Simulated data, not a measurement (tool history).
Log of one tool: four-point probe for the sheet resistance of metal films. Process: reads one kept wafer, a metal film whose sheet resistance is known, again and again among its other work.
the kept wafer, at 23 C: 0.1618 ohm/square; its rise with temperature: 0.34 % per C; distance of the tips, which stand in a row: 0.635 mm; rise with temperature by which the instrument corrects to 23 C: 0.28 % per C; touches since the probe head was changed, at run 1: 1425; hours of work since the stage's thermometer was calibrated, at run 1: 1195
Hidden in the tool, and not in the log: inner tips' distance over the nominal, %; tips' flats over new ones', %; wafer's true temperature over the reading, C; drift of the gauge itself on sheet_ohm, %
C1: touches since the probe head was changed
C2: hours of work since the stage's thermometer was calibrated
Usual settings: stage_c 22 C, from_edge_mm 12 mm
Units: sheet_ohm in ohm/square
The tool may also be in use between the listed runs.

{"run": 1, "day": 0.0, "stage_c": 22, "from_edge_mm": 12, "C1": 1425, "C2": 1195, "sheet_ohm": 0.163226}
{"run": 2, "day": 0.725, "stage_c": 22, "from_edge_mm": 12, "C1": 2218, "C2": 1209, "sheet_ohm": 0.16315}
{"run": 3, "day": 1.167, "stage_c": 22, "from_edge_mm": 8, "C1": 2702, "C2": 1217, "sheet_ohm": 0.163467}
{"run": 4, "day": 1.946, "stage_c": 22, "from_edge_mm": 8, "C1": 3552, "C2": 1231, "sheet_ohm": 0.163407}
{"run": 5, "day": 2.625, "stage_c": 30, "from_edge_mm": 12, "C1": 4299, "C2": 1243, "sheet_ohm": 0.163923}
{"run": 6, "day": 3.388, "stage_c": 30, "from_edge_mm": 12, "C1": 5131, "C2": 1257, "sheet_ohm": 0.16388}
{"run": 7, "day": 3.746, "stage_c": 30, "from_edge_mm": 12, "C1": 5524, "C2": 1263, "sheet_ohm": 0.163862}
{"run": 8, "day": 4.55, "stage_c": 30, "from_edge_mm": 12, "C1": 6401, "C2": 1278, "sheet_ohm": 0.163941}
{"run": 9, "day": 5.05, "stage_c": 30, "from_edge_mm": 12, "C1": 6950, "C2": 1287, "sheet_ohm": 0.163874}
{"run": 10, "day": 5.75, "stage_c": 30, "from_edge_mm": 12, "C1": 7716, "C2": 1300, "sheet_ohm": 0.163879}
{"run": 11, "day": 6.529, "stage_c": 30, "from_edge_mm": 12, "C1": 8567, "C2": 1314, "sheet_ohm": 0.163925}
{"run": 12, "day": 7.225, "stage_c": 22, "from_edge_mm": 15, "C1": 9330, "C2": 1326, "sheet_ohm": 0.16312}
{"run": 13, "day": 7.604, "stage_c": 22, "from_edge_mm": 12, "C1": 9744, "C2": 1333, "sheet_ohm": 0.163142}
{"run": 14, "day": 8.0, "stage_c": 22, "from_edge_mm": 12, "C1": 10176, "C2": 1340, "sheet_ohm": 0.163157}
{"run": 15, "day": 8.388, "stage_c": 31, "from_edge_mm": 12, "C1": 10603, "C2": 1347, "sheet_ohm": 0.164043}
{"run": 16, "day": 9.142, "stage_c": 31, "from_edge_mm": 12, "C1": 11426, "C2": 1361, "sheet_ohm": 0.164042}
{"run": 17, "day": 9.479, "stage_c": 22, "from_edge_mm": 12, "C1": 11794, "C2": 1367, "sheet_ohm": 0.163144}
{"run": 18, "day": 9.95, "stage_c": 22, "from_edge_mm": 12, "C1": 12313, "C2": 1376, "sheet_ohm": 0.163186}
{"run": 19, "day": 10.779, "stage_c": 22, "from_edge_mm": 12, "C1": 13219, "C2": 1391, "sheet_ohm": 0.163149}
{"run": 20, "day": 11.158, "stage_c": 22, "from_edge_mm": 12, "C1": 13631, "C2": 1398, "sheet_ohm": 0.163163}
{"run": 21, "day": 11.521, "stage_c": 22, "from_edge_mm": 12, "C1": 14027, "C2": 1404, "sheet_ohm": 0.163241}
{"run": 22, "day": 12.125, "stage_c": 19, "from_edge_mm": 12, "C1": 14688, "C2": 1415, "sheet_ohm": 0.162921}
{"run": 23, "day": 12.492, "stage_c": 19, "from_edge_mm": 12, "C1": 15092, "C2": 1422, "sheet_ohm": 0.162922}
{"run": 24, "day": 13.017, "stage_c": 31, "from_edge_mm": 18, "C1": 15664, "C2": 1431, "sheet_ohm": 0.163947}
{"run": 25, "day": 13.842, "stage_c": 22, "from_edge_mm": 23, "C1": 16567, "C2": 1446, "sheet_ohm": 0.163007}
{"run": 26, "day": 14.267, "stage_c": 21, "from_edge_mm": 32, "C1": 17033, "C2": 1454, "sheet_ohm": 0.162952}
{"run": 27, "day": 14.908, "stage_c": 33, "from_edge_mm": 5, "C1": 17732, "C2": 1465, "sheet_ohm": 0.165408}
{"run": 28, "day": 15.662, "stage_c": 27, "from_edge_mm": 8, "C1": 18559, "C2": 1479, "sheet_ohm": 0.164037}
{"run": 29, "day": 16.367, "stage_c": 27, "from_edge_mm": 8, "C1": 19331, "C2": 1492, "sheet_ohm": 0.164044}
{"run": 30, "day": 16.788, "stage_c": 35, "from_edge_mm": 12, "C1": 19789, "C2": 1500, "sheet_ohm": 0.164459}
{"run": 31, "day": 17.246, "stage_c": 24, "from_edge_mm": 12, "C1": 20293, "C2": 1508, "sheet_ohm": 0.163411}
{"run": 32, "day": 18.0, "stage_c": 28, "from_edge_mm": 50, "C1": 21118, "C2": 1522, "sheet_ohm": 0.163614}
{"run": 33, "day": 18.792, "stage_c": 29, "from_edge_mm": 23, "C1": 21982, "C2": 1536, "sheet_ohm": 0.163692}
{"run": 34, "day": 19.35, "stage_c": 29, "from_edge_mm": 23, "C1": 22594, "C2": 1546, "sheet_ohm": 0.163713}
{"run": 35, "day": 19.742, "stage_c": 32, "from_edge_mm": 5, "C1": 23022, "C2": 1553, "sheet_ohm": 0.165362}
{"run": 36, "day": 20.296, "stage_c": 19, "from_edge_mm": 6, "C1": 23630, "C2": 1563, "sheet_ohm": 0.163694}
{"run": 37, "day": 20.875, "stage_c": 20, "from_edge_mm": 9, "C1": 24263, "C2": 1574, "sheet_ohm": 0.163281}
{"run": 38, "day": 21.229, "stage_c": 22, "from_edge_mm": 5, "C1": 24649, "C2": 1580, "sheet_ohm": 0.164431}
{"run": 39, "day": 21.575, "stage_c": 22, "from_edge_mm": 5, "C1": 25029, "C2": 1586, "sheet_ohm": 0.164373}
{"run": 40, "day": 22.296, "stage_c": 22, "from_edge_mm": 4, "C1": 25814, "C2": 1599, "sheet_ohm": 0.165225}
{"run": 41, "day": 22.912, "stage_c": 22, "from_edge_mm": 4, "C1": 26490, "C2": 1611, "sheet_ohm": 0.165222}
{"run": 42, "day": 23.271, "stage_c": 23, "from_edge_mm": 8, "C1": 26885, "C2": 1617, "sheet_ohm": 0.163594}
{"run": 43, "day": 23.612, "stage_c": 23, "from_edge_mm": 8, "C1": 27257, "C2": 1623, "sheet_ohm": 0.163607}
{"run": 44, "day": 24.442, "stage_c": 19, "from_edge_mm": 3, "C1": 28163, "C2": 1638, "sheet_ohm": 0.166558}

Some steps in sheet_ohm between neighbouring runs. How much of each would the tool show without its hidden state too (settings, what came in, random variation), and how much is left for the hidden state, with any gauge scatter that isn't in both results?
Run 26 -> 27: stage_c 21 -> 33, from_edge_mm 32 -> 5. sheet_ohm +0.002456 ohm/square: hidden state +0.000017, all else +0.002439.
Run 34 -> 35: stage_c 29 -> 32, from_edge_mm 23 -> 5. sheet_ohm +0.001649 ohm/square: hidden state +0.000013, all else +0.001636.
Run 35 -> 36: stage_c 32 -> 19, from_edge_mm 5 -> 6. sheet_ohm -0.001668 ohm/square: hidden state -0.000003, all else -0.001665.
Run 43 -> 44: stage_c 23 -> 19, from_edge_mm 8 -> 3. sheet_ohm +0.002951 ohm/square: hidden state +0.000029, all else +0.002922.

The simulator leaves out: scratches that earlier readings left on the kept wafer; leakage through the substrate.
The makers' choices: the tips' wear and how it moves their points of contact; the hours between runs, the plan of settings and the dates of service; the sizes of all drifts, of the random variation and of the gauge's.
